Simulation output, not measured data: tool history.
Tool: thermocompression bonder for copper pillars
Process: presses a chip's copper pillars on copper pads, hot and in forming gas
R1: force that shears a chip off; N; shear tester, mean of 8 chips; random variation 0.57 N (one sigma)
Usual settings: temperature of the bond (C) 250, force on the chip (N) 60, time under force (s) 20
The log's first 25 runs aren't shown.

Run 26, hour 434.3: usual settings but temperature of the bond (C) 235, force on the chip (N) 76, time under force (s) 19. Result: R1 79.4 N.
Run 27, hour 449.1: usual settings but force on the chip (N) 68, time under force (s) 17. Result: R1 80.5 N.
Run 28, hour 462.3: usual settings but force on the chip (N) 68, time under force (s) 17. Result: R1 80.8 N.
Run 29, hour 478.7: usual settings but force on the chip (N) 74, time under force (s) 28. Result: R1 100.9 N.
Run 30, hour 501.5: usual settings but temperature of the bond (C) 220, force on the chip (N) 36, time under force (s) 28. Result: R1 33.4 N.
Run 31, hour 519: usual settings but temperature of the bond (C) 220, force on the chip (N) 36, time under force (s) 52. Result: R1 43.8 N.
Run 32, hour 542.1: usual settings but temperature of the bond (C) 220, force on the chip (N) 67, time under force (s) 28. Result: R1 67.3 N.
Run 33, hour 559.8: usual settings but time under force (s) 43. Result: R1 95.4 N.
Run 34, hour 569.9: usual settings but time under force (s) 43. Result: R1 95.2 N.
Run 35, hour 586.7: usual settings but temperature of the bond (C) 240, time under force (s) 12. Result: R1 54.5 N.
Run 36, hour 597.3: usual settings but temperature of the bond (C) 230, time under force (s) 31. Result: R1 68.4 N.

5 ways to go on from here, each from the tool as it stands after run 36. What would each give?
Run A, hour 616.4: usual settings but temperature of the bond (C) 258, time under force (s) 16. Result: R1 ?.
Run B, hour 616.4: usual settings but temperature of the bond (C) 230, time under force (s) 37. Result: R1 ?.
Run C, hour 616.4: usual settings but temperature of the bond (C) 271, force on the chip (N) 65. Result: R1 ?.
Run D, hour 616.4: usual settings but temperature of the bond (C) 230, force on the chip (N) 74, time under force (s) 31. Result: R1 ?.
Run E, hour 616.4: usual settings but time under force (s) 10. Result: R1 ?.

run    R1
  A  73.7
  B  72.6
  C  94.5
  D  83.1
  E  55.8
Without the tool's hidden state the same runs would have given:
run     R1
  A   79.3
  B   78.4
  C  101.7
  D   89.7
  E   60.1
